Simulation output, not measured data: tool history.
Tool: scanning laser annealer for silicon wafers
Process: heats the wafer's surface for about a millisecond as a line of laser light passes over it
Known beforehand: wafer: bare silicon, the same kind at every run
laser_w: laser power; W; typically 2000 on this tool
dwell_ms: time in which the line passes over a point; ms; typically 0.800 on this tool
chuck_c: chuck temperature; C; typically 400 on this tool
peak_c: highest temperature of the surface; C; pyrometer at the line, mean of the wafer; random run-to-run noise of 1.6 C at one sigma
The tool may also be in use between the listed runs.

| run | hour | laser_w | dwell_ms | chuck_c | peak_c |
|---|---|---|---|---|---|
| 1 | 0.0 | 2000 | 0.800 | 400 | 1112 |
| 2 | 27.4 | 2000 | 0.800 | 400 | 1109 |
| 3 | 50.0 | 2000 | 0.800 | 400 | 1109 |
| 4 | 61.6 | 2000 | 0.800 | 400 | 1110 |
| 5 | 75.9 | 2000 | 0.800 | 400 | 1109 |
| 6 | 95.8 | 2000 | 0.800 | 400 | 1108 |
| 7 | 120.5 | 2000 | 0.800 | 400 | 1109 |
|  | 125.5 | window over the wafer cleaned |
| 8 | 145.9 | 1871 | 0.800 | 400 | 1079 |
| 9 | 166.7 | 2000 | 0.800 | 433 | 1162 |
| 10 | 192.7 | 2000 | 0.800 | 433 | 1157 |
| 11 | 204.7 | 2000 | 0.800 | 433 | 1156 |
| 12 | 216.5 | 1773 | 0.800 | 400 | 1040 |
| 13 | 228.4 | 1773 | 0.800 | 400 | 1043 |
| 14 | 243.9 | 1773 | 0.800 | 400 | 1038 |
| 15 | 269.7 | 1773 | 0.800 | 400 | 1039 |
| 16 | 285.5 | 2105 | 0.800 | 400 | 1168 |
| 17 | 311.4 | 2000 | 0.800 | 400 | 1125 |
| 18 | 339.9 | 2000 | 0.800 | 400 | 1123 |
| 19 | 361.7 | 2000 | 0.800 | 400 | 1126 |
| 20 | 377.8 | 1868 | 0.800 | 400 | 1071 |
| 21 | 391.0 | 2000 | 0.800 | 431 | 1154 |
| 22 | 405.3 | 1957 | 0.602 | 368 | 990 |
| 23 | 417.4 | 1957 | 0.602 | 368 | 990 |
| 24 | 443.5 | 1723 | 0.800 | 400 | 1018 |
| 25 | 455.8 | 1723 | 0.800 | 400 | 1019 |
| 26 | 479.8 | 1877 | 0.643 | 420 | 1031 |
| 27 | 496.8 | 1877 | 0.978 | 420 | 1159 |
| 28 | 525.0 | 1877 | 0.978 | 420 | 1159 |
| 29 | 552.8 | 1826 | 0.871 | 391 | 1069 |
| 30 | 574.7 | 2146 | 0.800 | 431 | 1206 |
| 31 | 597.2 | 2146 | 0.962 | 434 | 1276 |
| 32 | 616.1 | 1896 | 0.694 | 420 | 1054 |
| 33 | 632.7 | 1735 | 0.800 | 400 | 1017 |
| 34 | 654.7 | 1878 | 0.991 | 415 | 1155 |
| 35 | 668.7 | 1878 | 0.991 | 415 | 1155 |
| 36 | 689.1 | 1878 | 0.991 | 415 | 1155 |
| 37 | 705.3 | 1706 | 0.764 | 429 | 1020 |
| 38 | 733.0 | 1954 | 0.800 | 376 | 1074 |
| 39 | 748.1 | 1954 | 0.800 | 376 | 1073 |
| 40 | 770.4 | 2000 | 0.651 | 407 | 1059 |
| 41 | 782.6 | 2140 | 0.644 | 400 | 1097 |

Branching from run 41: 3 alternative next runs. What would each branch give?
| A | 805.5 | 2129 | 0.687 | 437 | ? |
| B | 805.5 | 1781 | 0.976 | 394 | ? |
| C | 805.5 | 2140 | 0.702 | 400 | ? |

| run | peak_c |
|---|---|
| A | 1149 |
| B | 1087 |
| C | 1124 |
Stripped of hidden state, with their random variation kept, the same runs would have yielded:
| run | peak_c |
|---|---|
| A | 1177 |
| B | 1114 |
| C | 1152 |
